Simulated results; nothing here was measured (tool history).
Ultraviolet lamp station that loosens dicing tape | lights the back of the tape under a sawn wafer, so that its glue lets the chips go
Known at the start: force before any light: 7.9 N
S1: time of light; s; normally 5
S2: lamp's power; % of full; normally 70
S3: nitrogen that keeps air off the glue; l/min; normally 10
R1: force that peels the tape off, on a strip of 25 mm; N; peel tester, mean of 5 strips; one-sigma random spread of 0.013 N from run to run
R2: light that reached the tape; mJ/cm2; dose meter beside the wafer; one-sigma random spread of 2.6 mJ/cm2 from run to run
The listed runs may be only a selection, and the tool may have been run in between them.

run   hour  S1  S2  S3     R1   R2
  1      0   5  70  10  0.902  271
  2    8.9   5  70   6  1.309  269
  3   14.8   5  70   6   1.26  263
  4   23.7   5  70   6  1.291  266
  5   28.7   3  70   6  2.616  158
  6   36.6   3  70   6  2.595  161
  7   43.1   3  70   6  2.635  157
  8   50.4   3  77   6  2.384  171
  9   57.6   3  70  10  2.145  154
 10   63.7   3  70  10  2.145  151
 11   68.4   3  70  10  2.204  156
 12   75.7   3  70  10  2.321  149
 13   84.8   5  70  10   1.01  251
 14   89.6   5  72  10  1.027  259
 15   97.7   5  72  10  1.013  253
 16    106   5  72  10  1.003  251
 17  114.8   5  72  10  1.025  255
 18  121.6   5  72  10  1.057  251
 19  127.7   5  72  10  1.047  251
 20  132.8   5  72  10  1.089  250
 21  141.9   5  70  10  1.142  243
 22  147.1   6  90  10    0.5  369
     148.4  -- window cleaned of glue's vapour
 23  155.5   6  95  12  0.504  345
 24  161.4   5  70   7  1.669  210
 25  168.3   3  80  17  1.919  142
     172.6  -- window cleaned of glue's vapour, once more
 26  178.7   3  80  17  1.252  191
 27  184.1   3  80  17  1.248  198
 28  188.4   3  67  15  1.733  165
 29  197.8   4  70  10  1.255  225
 30  204.8   2  88  18  1.911  142
 31    209   2  88  18  2.071  139
 32    214   2  88  18   2.06  140
 33  222.4   2  88  18  2.067  138
 34  230.8   3  70  10  2.035  165
 35  235.2   8  96  15  0.232  598
 36  241.5   4  70   4  2.082  219
 37  246.1   4  70   4    2.1  218
 38  250.9   4  70   4   2.17  214
 39  259.4   4  70   4   2.14  214
 40  267.5   4  70   4  2.203  214
 41  273.7   6  70  10  0.661  316
 42  283.1   6  70  10  0.695  314

What if the next run were any one of these 5? Each begins from the tool's condition after run 42:
  A  287.8   5  73   7   ?   ?
  B  287.8   6  68  10   ?   ?
  C  287.8   5  82   9   ?   ?
  D  287.8   5  60   7   ?   ?
  E  287.8   2  95  11   ?   ?

run     R1   R2
  A  1.119  274
  B  0.736  308
  C   0.77  308
  D   1.54  226
  E  2.353  141
What these runs would have given with no unlogged condition in the tool:
run     R1   R2
  A  0.715  349
  B  0.458  391
  C  0.478  392
  D  1.029  288
  E  1.717  179
